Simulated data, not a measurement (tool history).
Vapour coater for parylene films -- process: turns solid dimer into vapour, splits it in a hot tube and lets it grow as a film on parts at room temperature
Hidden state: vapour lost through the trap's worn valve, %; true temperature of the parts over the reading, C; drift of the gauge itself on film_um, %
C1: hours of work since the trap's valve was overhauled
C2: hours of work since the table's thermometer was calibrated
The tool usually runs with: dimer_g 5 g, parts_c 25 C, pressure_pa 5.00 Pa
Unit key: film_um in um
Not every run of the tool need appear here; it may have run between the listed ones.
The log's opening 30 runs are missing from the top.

Run 31, day 78.650: usual settings but dimer_g 8 g, parts_c 34 C, pressure_pa 11.44 Pa; C1 25; C2 397. Result: film_um 1.739 um.
Run 32, day 81.571: usual settings but dimer_g 8 g, parts_c 34 C, pressure_pa 11.44 Pa; C1 55; C2 427. Result: film_um 1.734 um.
Run 33, day 83.096: usual settings but parts_c 26 C, pressure_pa 4.85 Pa; C1 71; C2 442. Result: film_um 1.360 um.
Run 34, day 85.750: usual settings but dimer_g 6 g, parts_c 33 C; C1 98; C2 470. Result: film_um 1.465 um.
Run 35, day 88.792: usual settings but dimer_g 3 g, parts_c 34 C; C1 129; C2 501. Result: film_um 0.728 um.
Run 36, day 91.554: usual settings but dimer_g 3 g, parts_c 34 C; C1 158; C2 529. Result: film_um 0.711 um.
Run 37, day 94.608: usual settings but dimer_g 3 g, parts_c 34 C; C1 189; C2 560. Result: film_um 0.698 um.
Run 38, day 97.171: usual settings but dimer_g 6 g, parts_c 32 C, pressure_pa 6.74 Pa; C1 215; C2 587. Result: film_um 1.395 um.
Run 39, day 99.454: usual settings but dimer_g 8 g, pressure_pa 2.32 Pa; C1 239; C2 610. Result: film_um 2.385 um.
Run 40, day 101.362: usual settings but dimer_g 8 g, pressure_pa 2.32 Pa; C1 258; C2 630. Result: film_um 2.363 um.
Run 41, day 103.896: usual settings but parts_c 21 C; C1 284; C2 656. Result: film_um 1.421 um.
Run 42, day 105.567: usual settings but dimer_g 3 g, parts_c 21 C; C1 301; C2 673. Result: film_um 0.844 um.
Run 43, day 107.500: usual settings but dimer_g 3 g, parts_c 18 C; C1 321; C2 692. Result: film_um 0.864 um.
Run 44, day 110.842: usual settings but parts_c 28 C, pressure_pa 3.54 Pa; C1 355; C2 727. Result: film_um 1.292 um.
Run 45, day 112.846: usual settings but dimer_g 2 g, parts_c 29 C, pressure_pa 7.53 Pa; C1 376; C2 747. Result: film_um 0.438 um.
At day 114.200: trap's valve overhauled.
Run 46, day 115.242: usual settings but dimer_g 3 g; C1 11; C2 770. Result: film_um 0.866 um.

Each row is a separate what-if for the run after 46, all from the same tool condition, not one after another. Results?
Run A, day 117.700: usual settings but dimer_g 7 g; C1 36; C2 795. Result: film_um ?.
Run B, day 117.700: usual settings but dimer_g 6 g, parts_c 18 C; C1 36; C2 795. Result: film_um ?.
Run C, day 117.700: usual settings but dimer_g 3 g, parts_c 27 C, pressure_pa 4.06 Pa; C1 36; C2 795. Result: film_um ?.
Run D, day 117.700: usual settings but dimer_g 3 g, pressure_pa 3.77 Pa; C1 36; C2 795. Result: film_um ?.

run  film_um
  A    1.992
  B    1.893
  C    0.848
  D    0.897
With no hidden state in the tool, these same runs would have given:
run  film_um
  A    2.001
  B    1.901
  C    0.852
  D    0.901

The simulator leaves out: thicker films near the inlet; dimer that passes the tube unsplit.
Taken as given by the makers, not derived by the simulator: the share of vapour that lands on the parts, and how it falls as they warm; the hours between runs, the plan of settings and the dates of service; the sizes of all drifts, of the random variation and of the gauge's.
